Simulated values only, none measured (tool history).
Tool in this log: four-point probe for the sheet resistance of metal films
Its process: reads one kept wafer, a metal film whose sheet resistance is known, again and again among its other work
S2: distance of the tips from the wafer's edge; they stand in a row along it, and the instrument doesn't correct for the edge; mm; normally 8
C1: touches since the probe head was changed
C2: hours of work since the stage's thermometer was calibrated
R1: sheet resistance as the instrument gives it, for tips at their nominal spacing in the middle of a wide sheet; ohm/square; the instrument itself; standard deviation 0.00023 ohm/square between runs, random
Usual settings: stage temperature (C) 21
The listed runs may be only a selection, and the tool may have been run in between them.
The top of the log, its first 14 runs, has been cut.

run 15 hour=1113.4 | stage_temperature_(C)=19 S2=8 | C1=52377 C2=848 | R1=1.170235
-- hour=1121.8 stage's thermometer calibrated
run 16 hour=1206.2 | stage_temperature_(C)=34 S2=8 | C1=56226 C2=51 | R1=1.187058
run 17 hour=1277.9 | stage_temperature_(C)=34 S2=8 | C1=59212 C2=95 | R1=1.187063
run 18 hour=1331.7 | stage_temperature_(C)=34 S2=8 | C1=61456 C2=127 | R1=1.187531
-- hour=1370.8 stage's thermometer calibrated, once more
run 19 hour=1425.9 | stage_temperature_(C)=21 S2=8 | C1=65364 C2=33 | R1=1.171611
run 20 hour=1474.8 | stage_temperature_(C)=21 S2=65 | C1=67402 C2=63 | R1=1.169064
run 21 hour=1574.9 | stage_temperature_(C)=21 S2=8 | C1=71575 C2=124 | R1=1.172101
run 22 hour=1658.2 | stage_temperature_(C)=21 S2=8 | C1=75046 C2=174 | R1=1.171937
run 23 hour=1747.9 | stage_temperature_(C)=21 S2=8 | C1=78786 C2=228 | R1=1.172743
run 24 hour=1831 | stage_temperature_(C)=19 S2=36 | C1=82249 C2=279 | R1=1.168321
run 25 hour=1918.7 | stage_temperature_(C)=32 S2=10 | C1=85906 C2=332 | R1=1.184315
run 26 hour=2001.9 | stage_temperature_(C)=27 S2=30 | C1=89372 C2=382 | R1=1.177734
run 27 hour=2053.4 | stage_temperature_(C)=27 S2=30 | C1=91519 C2=413 | R1=1.177924
run 28 hour=2097.3 | stage_temperature_(C)=27 S2=30 | C1=93349 C2=440 | R1=1.178225
-- hour=2165.5 new probe head fitted
run 29 hour=2199.4 | stage_temperature_(C)=27 S2=30 | C1=1414 C2=501 | R1=1.168696
run 30 hour=2254.3 | stage_temperature_(C)=27 S2=30 | C1=3704 C2=534 | R1=1.169151
run 31 hour=2317.1 | stage_temperature_(C)=20 S2=48 | C1=6322 C2=572 | R1=1.161726

The next listed run, before its measurement:
run 32 hour=2407.4 | stage_temperature_(C)=18 S2=24 | C1=10087 C2=627 | R1=?

Logged for run 32: R1 1.159626 ohm/square.
On a tool with no hidden condition, and with the same random variation, this run would have come out at R1 1.159841 ohm/square.

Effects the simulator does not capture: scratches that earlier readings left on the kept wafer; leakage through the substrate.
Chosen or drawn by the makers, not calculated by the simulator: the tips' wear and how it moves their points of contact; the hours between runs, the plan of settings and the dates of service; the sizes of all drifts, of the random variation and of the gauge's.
